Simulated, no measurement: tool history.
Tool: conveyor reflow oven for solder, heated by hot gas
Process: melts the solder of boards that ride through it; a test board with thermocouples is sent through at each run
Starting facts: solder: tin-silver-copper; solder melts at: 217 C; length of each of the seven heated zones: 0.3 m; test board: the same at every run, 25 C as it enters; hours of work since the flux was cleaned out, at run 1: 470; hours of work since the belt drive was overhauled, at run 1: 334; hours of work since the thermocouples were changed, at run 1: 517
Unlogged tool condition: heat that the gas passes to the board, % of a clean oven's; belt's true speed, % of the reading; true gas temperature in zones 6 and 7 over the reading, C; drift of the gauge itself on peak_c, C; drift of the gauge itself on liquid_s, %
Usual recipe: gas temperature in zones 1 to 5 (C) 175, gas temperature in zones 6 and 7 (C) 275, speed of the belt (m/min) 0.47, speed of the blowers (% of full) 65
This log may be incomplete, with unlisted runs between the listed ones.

run   hour  gas temperature in zones 1 to 5 (C)  gas temperature in zones 6 and 7 (C)  speed of the belt (m/min)  speed of the blowers (% of full)  hours of work since the flux was cleaned out  hours of work since the belt drive was overhauled  hours of work since the thermocouples were changed  highest temperature of the board (C)  time above the solder's melting point (s)
  1      0                                  175                                   275                       0.47                                65                                           470                                                334                                                 517                                 251.1                                         55
      12.1  -- flux residue cleaned out of gas plates and filters
  2   23.1                                  175                                   275                      0.486                                65                                             5                                                342                                                 524                                 255.8                                       57.4
  3   55.7                                  175                                   275                       0.47                                89                                            19                                                356                                                 538                                 261.5                                       63.2
  4     81                                  175                                   271                       0.47                                89                                            29                                                367                                                 549                                 257.5                                       61.2
  5  100.2                                  175                                   271                       0.47                                89                                            37                                                375                                                 557                                 257.1                                       61.4
  6  122.1                                  175                                   275                       0.47                                65                                            47                                                384                                                 566                                 256.8                                       60.3
  7  146.6                                  175                                   275                       0.47                                53                                            57                                                395                                                 577                                 254.4                                       57.9
  8    162                                  175                                   275                       0.47                                53                                            64                                                401                                                 583                                 254.6                                       57.7
  9  175.5                                  175                                   275                       0.47                                87                                            69                                                407                                                 589                                 260.3                                       62.5
 10    200                                  175                                   275                       0.47                                87                                            80                                                417                                                 599                                 260.8                                         63
 11  226.4                                  175                                   275                       0.47                                87                                            91                                                428                                                 611                                 260.4                                       62.8
 12  249.6                                  175                                   275                       0.47                                71                                           101                                                438                                                 621                                 257.3                                       60.9
 13  268.2                                  164                                   275                       0.47                                65                                           109                                                446                                                 628                                 254.2                                       54.6
 14  290.6                                  164                                   275                       0.47                                65                                           118                                                456                                                 638                                 253.7                                       54.7
 15  316.5                                  164                                   275                       0.47                                65                                           129                                                467                                                 649                                 254.4                                       54.2
 16  334.4                                  170                                   264                       0.49                                78                                           137                                                474                                                 657                                 246.6                                       48.7
     341.5  -- belt drive overhauled, speed set with a stopwatch
 17    364                                  170                                   264                       0.49                                78                                           148                                                 10                                                 667                                   247                                       48.3
 18  387.9                                  170                                   264                       0.49                                78                                           158                                                 20                                                 678                                 246.2                                         48
 19  411.5                                  172                                   264                       0.49                                77                                           168                                                 30                                                 688                                 246.8                                       49.6
 20  436.8                                  172                                   264                       0.49                                77                                           179                                                 40                                                 698                                 246.5                                         49
 21  460.6                                  185                                   282                      0.493                                65                                           189                                                 51                                                 708                                 262.6                                         64
 22  490.8                                  186                                   275                       0.47                                65                                           202                                                 63                                                 721                                 258.4                                       65.3
     499.1  -- belt drive overhauled, speed set with a stopwatch, once more
 23  517.3                                  175                                   275                       0.47                                71                                           211                                                  8                                                 731                                 256.4                                       59.1
 24  538.9                                  175                                   275                       0.47                                56                                           220                                                 17                                                 740                                 253.4                                       56.3
 25  561.2                                  168                                   288                      0.457                                65                                           230                                                 26                                                 749                                 265.9                                         65
 26  575.2                                  168                                   288                      0.457                                65                                           236                                                 32                                                 755                                 265.7                                       64.3
 27  593.2                                  168                                   288                      0.457                                65                                           243                                                 40                                                 763                                   266                                       64.4

3 options for the next run, each taken on its own from the tool as it stands now. Forecast them:
  A  613.9                                  183                                   289                      0.457                                59                                           252                                                 49                                                 772                                     ?                                          ?
  B  613.9                                  161                                   275                      0.469                                74                                           252                                                 49                                                 772                                     ?                                          ?
  C  613.9                                  168                                   288                      0.457                                89                                           252                                                 49                                                 772                                     ?                                          ?

run  highest temperature of the board (C)  time above the solder's melting point (s)
  A                                 268.4                                       71.2
  B                                 253.6                                       52.8
  C                                 269.6                                         67
Take away the tool's hidden state, keep each run's random variation, and the runs would have read:
run  highest temperature of the board (C)  time above the solder's melting point (s)
  A                                 268.6                                       71.3
  B                                 254.4                                       53.9
  C                                 270.3                                       67.4
